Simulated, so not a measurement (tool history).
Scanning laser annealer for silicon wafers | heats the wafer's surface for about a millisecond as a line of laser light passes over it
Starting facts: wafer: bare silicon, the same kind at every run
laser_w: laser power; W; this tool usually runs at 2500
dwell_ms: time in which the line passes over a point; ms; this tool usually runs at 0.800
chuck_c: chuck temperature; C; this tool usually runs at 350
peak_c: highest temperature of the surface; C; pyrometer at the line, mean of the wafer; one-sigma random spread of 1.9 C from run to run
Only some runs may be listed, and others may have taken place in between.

run	hour	laser_w	dwell_ms	chuck_c	peak_c
1	0.0	2500	0.800	350	1182
2	48.0	2177	0.800	350	1079
3	115.2	2177	0.800	350	1080
4	152.0	2177	0.800	350	1078
5	206.5	2177	0.800	350	1075
6	254.0	2177	0.800	350	1077
# hour 273.0: optics aligned, line set to its width
7	312.9	2177	0.800	350	1076
8	360.8	2177	0.800	350	1076
9	398.2	2177	0.800	350	1073
10	448.6	2177	0.800	350	1074
# hour 464.8: window over the wafer cleaned
11	494.8	2177	0.800	350	1068
12	548.6	2177	0.800	350	1067
13	582.4	2500	0.948	350	1235
14	642.6	2500	0.800	350	1157
15	706.3	2500	0.800	350	1155
16	736.6	2500	0.800	350	1150
# hour 791.2: window over the wafer cleaned, once more
17	803.4	2500	0.759	350	1167
18	867.9	2500	0.759	350	1159
19	919.5	2500	0.759	350	1160
20	970.8	2500	0.800	350	1180
21	1020.6	2153	0.800	350	1078
22	1071.8	2153	0.800	350	1071
23	1123.6	2500	0.775	317	1133
24	1156.6	2621	0.646	317	1086

Run 25 has not been measured yet. What should we expect?
25	1193.9	2444	0.590	317	?

For run 25 the tool returned peak_c 1005 C.
Minus the tool's unlogged condition, the same run would have read peak_c 1025 C.
